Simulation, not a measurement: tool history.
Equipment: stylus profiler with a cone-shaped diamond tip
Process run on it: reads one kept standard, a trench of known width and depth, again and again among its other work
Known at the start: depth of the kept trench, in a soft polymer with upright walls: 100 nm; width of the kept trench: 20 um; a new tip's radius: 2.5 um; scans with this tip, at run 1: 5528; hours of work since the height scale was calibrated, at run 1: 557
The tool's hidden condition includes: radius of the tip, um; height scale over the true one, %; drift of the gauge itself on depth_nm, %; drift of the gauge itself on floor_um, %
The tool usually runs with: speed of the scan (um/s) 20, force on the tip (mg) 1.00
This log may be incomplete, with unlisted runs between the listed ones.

run   hour  speed of the scan (um/s)  force on the tip (mg)  scans with this tip  hours of work since the height scale was calibrated  depth of the trench (nm)  width of the trench's floor (nm)
  1    0.0                        20                   1.00                 5528                                                  557                    100.51                             18480
  2   26.5                        20                   1.00                 5705                                                  575                    100.42                             18440
  3   46.5                        20                   0.42                 5839                                                  588                    100.22                             18370
  4   70.5                         8                   1.00                 5999                                                  604                    100.54                             18570
  5   90.2                         8                   0.87                 6131                                                  618                    100.58                             18520
  6  113.1                        20                   1.55                 6283                                                  633                    100.72                             18430
  7  132.8                        20                   1.55                 6415                                                  646                    100.60                             18460
  8  145.2                        20                   1.55                 6498                                                  655                    100.61                             18420
  9  159.1                        20                   1.55                 6590                                                  664                    100.68                             18410
 10  178.7                        20                   0.54                 6722                                                  677                    100.29                             18370
 11  203.8                        20                   0.54                 6889                                                  694                    100.50                             18430
 12  231.9                        10                   0.54                 7077                                                  713                    100.52                             18460
 13  250.8                        10                   0.54                 7203                                                  726                    100.42                             18460
 14  268.6                         5                   1.12                 7322                                                  738                    100.45                             18570
 15  291.1                         5                   1.12                 7472                                                  753                    100.41                             18520
 16  307.8                         9                   0.67                 7584                                                  764                    100.29                             18480
 17  329.6                        70                   1.80                 7729                                                  779                    100.81                             18130
 18  355.1                         6                   0.68                 7899                                                  796                    100.28                             18540
 19  371.4                        17                   1.19                 8008                                                  807                    100.60                             18440
 20  387.0                        17                   1.19                 8112                                                  817                    100.67                             18430
 21  400.8                        17                   1.19                 8205                                                  827                    100.49                             18450
 22  412.6                        17                   1.19                 8283                                                  834                    100.64                             18410
 23  434.0                        17                   1.19                 8426                                                  849                    100.63                             18460
 24  462.4                        40                   0.88                 8615                                                  868                    100.55                             18210
 25  491.5                        27                   0.99                 8810                                                  888                    100.30                             18390
 26  507.0                        27                   0.47                 8913                                                  898                    100.42                             18250

Consider 4 possible next runs. They are alternatives, not a sequence: every one starts from the tool as it was left by run 26. What does each give?
  A  534.4                        15                   1.00                 9096                                                  916                         ?                                 ?
  B  534.4                        46                   1.88                 9096                                                  916                         ?                                 ?
  C  534.4                        20                   0.62                 9096                                                  916                         ?                                 ?
  D  534.4                        29                   1.00                 9096                                                  916                         ?                                 ?

run  depth of the trench (nm)  width of the trench's floor (nm)
  A                    100.52                             18510
  B                    100.80                             18340
  C                    100.33                             18400
  D                    100.71                             18270
Take away the tool's hidden state, keep each run's random variation, and the runs would have read:
run  depth of the trench (nm)  width of the trench's floor (nm)
  A                    100.51                             18520
  B                    100.79                             18350
  C                    100.31                             18410
  D                    100.70                             18280
